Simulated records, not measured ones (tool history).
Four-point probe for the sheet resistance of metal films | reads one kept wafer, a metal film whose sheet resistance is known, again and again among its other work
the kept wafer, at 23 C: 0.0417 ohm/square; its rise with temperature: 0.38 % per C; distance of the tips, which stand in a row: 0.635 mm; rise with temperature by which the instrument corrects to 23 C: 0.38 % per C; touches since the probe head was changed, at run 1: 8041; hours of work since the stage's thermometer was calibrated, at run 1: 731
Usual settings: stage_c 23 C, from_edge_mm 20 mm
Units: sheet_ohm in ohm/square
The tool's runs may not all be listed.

run,hour,stage_c,from_edge_mm,touches since the probe head was changed,hours of work since the stage's thermometer was calibrated,sheet_ohm
1,0.0,23,20,8041,731,0.041679
2,6.7,23,9,8147,735,0.041766
3,13.2,23,20,8250,740,0.041688
4,23.6,23,20,8414,747,0.041699
5,39.3,23,20,8664,757,0.041686
6,53.9,23,20,8895,767,0.041692
# hour 55.2: stage's thermometer calibrated
7,61.4,26,57,9006,4,0.041654
8,75.4,27,7,9227,13,0.041837
9,89.7,27,7,9454,23,0.041838
10,97.6,23,49,9579,28,0.041651
11,113.4,23,49,9830,38,0.041659

Forecast each of these 3 alternatives for the next run:
A,121.0,33,25,9950,43,?
B,121.0,23,18,9950,43,?
C,121.0,23,49,9950,43,?

run,sheet_ohm
A,0.041679
B,0.041661
C,0.041639
Without the tool's hidden state the same runs would have given:
run,sheet_ohm
A,0.041731
B,0.041715
C,0.041693
